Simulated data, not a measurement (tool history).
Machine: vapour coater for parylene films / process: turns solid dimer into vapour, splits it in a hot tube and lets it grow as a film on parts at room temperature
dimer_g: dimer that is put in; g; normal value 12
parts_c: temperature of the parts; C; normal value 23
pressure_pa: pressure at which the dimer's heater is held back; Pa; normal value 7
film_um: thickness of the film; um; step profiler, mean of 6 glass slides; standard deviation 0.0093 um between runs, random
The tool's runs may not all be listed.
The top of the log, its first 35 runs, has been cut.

{"run": 36, "hour": 1233.8, "dimer_g": 6, "parts_c": 16, "pressure_pa": 3.62, "film_um": 1.661}
{"run": 37, "hour": 1279.7, "dimer_g": 6, "parts_c": 16, "pressure_pa": 3.62, "film_um": 1.636}
{"run": 38, "hour": 1309.9, "dimer_g": 7, "parts_c": 30, "pressure_pa": 10.44, "film_um": 1.078}
{"run": 39, "hour": 1339.2, "dimer_g": 8, "parts_c": 16, "pressure_pa": 2.77, "film_um": 2.259}
{"run": 40, "hour": 1374.7, "dimer_g": 8, "parts_c": 32, "pressure_pa": 3.28, "film_um": 1.352}
{"run": 41, "hour": 1402.6, "dimer_g": 8, "parts_c": 32, "pressure_pa": 3.28, "film_um": 1.346}
{"run": 42, "hour": 1423.3, "dimer_g": 13, "parts_c": 18, "pressure_pa": 4.75, "film_um": 3.214}
{"run": 43, "hour": 1445.7, "dimer_g": 13, "parts_c": 23, "pressure_pa": 2.45, "film_um": 2.997}

Predict each of these 5 candidate next runs independently; none follows another, all start after run 43:
{"run": "A", "hour": 1470.6, "dimer_g": 13, "parts_c": 34, "pressure_pa": 5.31, "film_um": "?"}
{"run": "B", "hour": 1470.6, "dimer_g": 6, "parts_c": 32, "pressure_pa": 2.22, "film_um": "?"}
{"run": "C", "hour": 1470.6, "dimer_g": 12, "parts_c": 30, "pressure_pa": 5.13, "film_um": "?"}
{"run": "D", "hour": 1470.6, "dimer_g": 13, "parts_c": 28, "pressure_pa": 2.45, "film_um": "?"}
{"run": "E", "hour": 1470.6, "dimer_g": 13, "parts_c": 21, "pressure_pa": 7.94, "film_um": "?"}

run=A film_um=1.94
run=B film_um=1.06
run=C film_um=2.04
run=D film_um=2.566
run=E film_um=2.728
What these runs would have given with no unlogged condition in the tool:
run=A film_um=1.983
run=B film_um=1.084
run=C film_um=2.085
run=D film_um=2.622
run=E film_um=2.788
